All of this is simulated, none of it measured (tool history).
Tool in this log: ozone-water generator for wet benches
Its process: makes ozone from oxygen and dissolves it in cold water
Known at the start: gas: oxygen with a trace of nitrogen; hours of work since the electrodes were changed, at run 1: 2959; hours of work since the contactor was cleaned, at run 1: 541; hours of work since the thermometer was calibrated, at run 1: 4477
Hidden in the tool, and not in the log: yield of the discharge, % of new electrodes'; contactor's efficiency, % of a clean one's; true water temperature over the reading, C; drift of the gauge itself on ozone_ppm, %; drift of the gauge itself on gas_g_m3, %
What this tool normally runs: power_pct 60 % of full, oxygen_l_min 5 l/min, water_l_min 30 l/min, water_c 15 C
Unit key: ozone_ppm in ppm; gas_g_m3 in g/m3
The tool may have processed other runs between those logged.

| run | hour | power_pct | oxygen_l_min | water_l_min | water_c | hours of work since the electrodes were changed | hours of work since the contactor was cleaned | hours of work since the thermometer was calibrated | ozone_ppm | gas_g_m3 |
|---|---|---|---|---|---|---|---|---|---|---|
| 1 | 0 | 60 | 5 | 30 | 15 | 2959 | 541 | 4477 | 9.4 | 145.1 |
| 2 | 82.3 | 60 | 5 | 30 | 15 | 3017 | 600 | 4536 | 9.5 | 145.5 |
| 3 | 154.1 | 60 | 5 | 30 | 15 | 3069 | 651 | 4587 | 9.4 | 145.9 |
| 4 | 204.9 | 60 | 5 | 30 | 15 | 3105 | 688 | 4624 | 9.6 | 146.1 |
| 5 | 253.7 | 60 | 5 | 30 | 15 | 3140 | 723 | 4658 | 9.6 | 144.7 |
| 6 | 316.8 | 60 | 5 | 46 | 15 | 3185 | 768 | 4703 | 5.8 | 146.8 |
| 7 | 365.3 | 49 | 5 | 30 | 15 | 3219 | 802 | 4738 | 7.9 | 124.8 |
| 8 | 464.7 | 60 | 5 | 30 | 15 | 3290 | 873 | 4809 | 9.6 | 146.5 |
|  | 502.4 | water thermometer calibrated |
| 9 | 568.3 | 60 | 3.14 | 30 | 15 | 3364 | 947 | 47 | 8.8 | 197.7 |
| 10 | 670.3 | 60 | 3.14 | 30 | 15 | 3437 | 1019 | 120 | 9 | 196.7 |
| 11 | 756.1 | 67 | 3.14 | 30 | 15 | 3498 | 1081 | 181 | 9.9 | 212.5 |
| 12 | 850 | 41 | 3.64 | 43 | 8 | 3565 | 1148 | 248 | 4.6 | 133.1 |
| 13 | 944.7 | 70 | 3.64 | 43 | 20 | 3632 | 1215 | 316 | 6.3 | 200.7 |
| 14 | 1009.4 | 70 | 3.64 | 43 | 20 | 3679 | 1261 | 362 | 6.2 | 199.7 |
| 15 | 1087.1 | 64 | 3.64 | 43 | 20 | 3734 | 1317 | 417 | 6.1 | 186.9 |
| 16 | 1186.9 | 64 | 3.64 | 43 | 20 | 3805 | 1388 | 488 | 6 | 187.4 |
| 17 | 1234.8 | 64 | 3.64 | 42 | 20 | 3839 | 1422 | 523 | 6.3 | 187.7 |
| 18 | 1316 | 64 | 3.64 | 42 | 20 | 3897 | 1480 | 580 | 6.3 | 186.3 |

Hidden state at the last listed run before each entry between runs and at the first one after, where it differs:
From run 8 to run 9: water thermometer calibrated (hour 502.4)
  nothing in the hidden state changes from one run to the other
